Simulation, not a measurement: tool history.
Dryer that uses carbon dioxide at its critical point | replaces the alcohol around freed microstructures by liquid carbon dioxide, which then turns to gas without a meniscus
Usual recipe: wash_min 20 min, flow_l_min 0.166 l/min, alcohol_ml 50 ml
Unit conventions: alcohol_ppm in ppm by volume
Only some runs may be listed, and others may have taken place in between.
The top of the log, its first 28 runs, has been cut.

run	day	wash_min	flow_l_min	alcohol_ml	hours of work since the filter was changed	hours of work since the purifier's bed was changed	alcohol_ppm
29	45.992	24	0.178	25	202	599	358
30	48.250	20	0.183	72	244	641	1884
# day 49.346: inlet filter changed
31	50.200	20	0.215	72	16	677	433
32	52.004	20	0.199	45	50	711	471
33	52.946	20	0.199	45	67	728	500
34	54.850	21	0.199	115	103	764	945
35	56.708	20	0.139	50	138	799	2747
36	57.796	13	0.111	52	158	819	16113
37	60.067	13	0.110	72	201	861	23597
38	61.571	13	0.110	72	229	890	24903
# day 63.538: inlet filter changed
39	63.608	13	0.110	72	1	927	18666
40	65.333	15	0.220	20	34	959	555
41	66.379	29	0.212	55	53	979	187
42	68.400	29	0.212	55	91	1017	205
43	69.421	18	0.122	60	110	1036	6485
44	71.262	18	0.122	60	145	1070	7023
# day 72.121: purifier's bed changed
45	72.642	18	0.122	60	168	10	7271
46	73.892	20	0.166	60	191	33	1764

Predict each of these 4 candidate next runs independently; none follows another, all start after run 46:
A	75.671	19	0.166	60	225	66	?
B	75.671	20	0.231	60	225	66	?
C	75.671	20	0.195	60	225	66	?
D	75.671	20	0.158	60	225	66	?

run	alcohol_ppm
A	2467
B	403
C	998
D	2403
Take away the tool's hidden state, keep each run's random variation, and the runs would have read:
run	alcohol_ppm
A	1254
B	145
C	434
D	1227

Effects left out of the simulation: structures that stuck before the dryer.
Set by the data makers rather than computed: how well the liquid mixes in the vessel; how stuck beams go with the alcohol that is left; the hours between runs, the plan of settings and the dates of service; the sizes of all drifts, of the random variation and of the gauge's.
